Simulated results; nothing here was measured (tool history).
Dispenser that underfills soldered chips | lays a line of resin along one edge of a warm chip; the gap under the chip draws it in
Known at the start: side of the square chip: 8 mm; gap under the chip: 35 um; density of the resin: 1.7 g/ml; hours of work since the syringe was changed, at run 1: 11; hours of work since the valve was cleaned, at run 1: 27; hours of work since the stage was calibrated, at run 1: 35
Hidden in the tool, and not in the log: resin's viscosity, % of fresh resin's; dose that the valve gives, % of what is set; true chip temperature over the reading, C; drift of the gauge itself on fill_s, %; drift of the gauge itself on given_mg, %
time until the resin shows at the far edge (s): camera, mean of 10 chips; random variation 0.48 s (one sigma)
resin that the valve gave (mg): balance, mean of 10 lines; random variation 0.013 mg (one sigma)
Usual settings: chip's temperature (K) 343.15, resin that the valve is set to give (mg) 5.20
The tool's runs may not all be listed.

run,hour,chip's temperature (K),resin that the valve is set to give (mg),hours of work since the syringe was changed,hours of work since the valve was cleaned,hours of work since the stage was calibrated,time until the resin shows at the far edge (s),resin that the valve gave (mg)
1,0.0,343.15,5.20,11,27,35,90.1,5.07
# hour 0.5: new syringe of resin
2,3.4,343.15,5.20,2,30,37,43.8,5.08
3,5.7,358.15,5.20,3,31,38,27.9,5.06
4,10.4,343.15,5.20,6,34,41,63.9,5.04
5,15.0,343.15,5.20,10,37,44,82.0,5.07
6,17.4,346.15,5.20,11,39,46,81.8,5.03
# hour 17.9: new syringe of resin
7,21.6,335.15,5.20,2,41,48,65.0,5.03
8,25.1,335.15,5.20,5,44,51,76.8,5.03
9,27.1,335.15,5.20,6,45,52,85.0,5.02
# hour 29.1: dispensing valve cleaned and set on the balance
10,30.6,343.15,5.20,8,1,54,66.8,5.18
11,33.0,343.15,5.20,9,3,55,77.6,5.15
# hour 36.3: new syringe of resin
12,37.6,356.15,5.20,1,5,58,23.2,5.17
13,41.7,343.15,5.20,4,8,61,49.9,5.13
14,43.7,332.15,4.82,5,9,62,90.0,4.77
15,46.1,332.15,4.82,6,11,64,101.3,4.77
16,48.2,354.15,4.82,8,12,65,45.2,4.74
17,50.1,347.15,5.69,9,14,66,63.5,5.63
# hour 53.7: new syringe of resin
18,54.8,347.15,5.69,1,17,69,32.2,5.59
19,57.4,329.15,5.40,2,18,71,81.1,5.29
20,60.6,329.15,5.40,4,20,73,97.8,5.28
21,63.6,330.15,6.36,7,22,75,106.3,6.23
22,66.9,330.15,6.36,9,24,77,125.3,6.22
23,70.4,330.15,6.36,11,27,79,151.0,6.21
# hour 71.3: new syringe of resin
24,74.3,330.15,6.36,2,29,82,74.1,6.18
25,77.3,330.15,6.36,4,31,84,87.2,6.18
26,79.7,330.15,6.36,6,33,85,98.9,6.19

5 ways to go on from here, each from the tool as it stands after run 26. What would each give?
A,82.3,347.15,6.34,7,34,87,?,?
B,82.3,357.15,5.37,7,34,87,?,?
C,82.3,336.15,4.47,7,34,87,?,?
D,82.3,343.15,4.76,7,34,87,?,?
E,82.3,330.15,6.36,7,34,87,?,?

run,time until the resin shows at the far edge (s),resin that the valve gave (mg)
A,54.5,6.16
B,38.2,5.21
C,94.7,4.33
D,69.2,4.60
E,111.0,6.18
Without the tool's hidden state the same runs would have given:
run,time until the resin shows at the far edge (s),resin that the valve gave (mg)
A,30.2,6.36
B,21.1,5.38
C,52.6,4.47
D,38.2,4.75
E,62.0,6.38
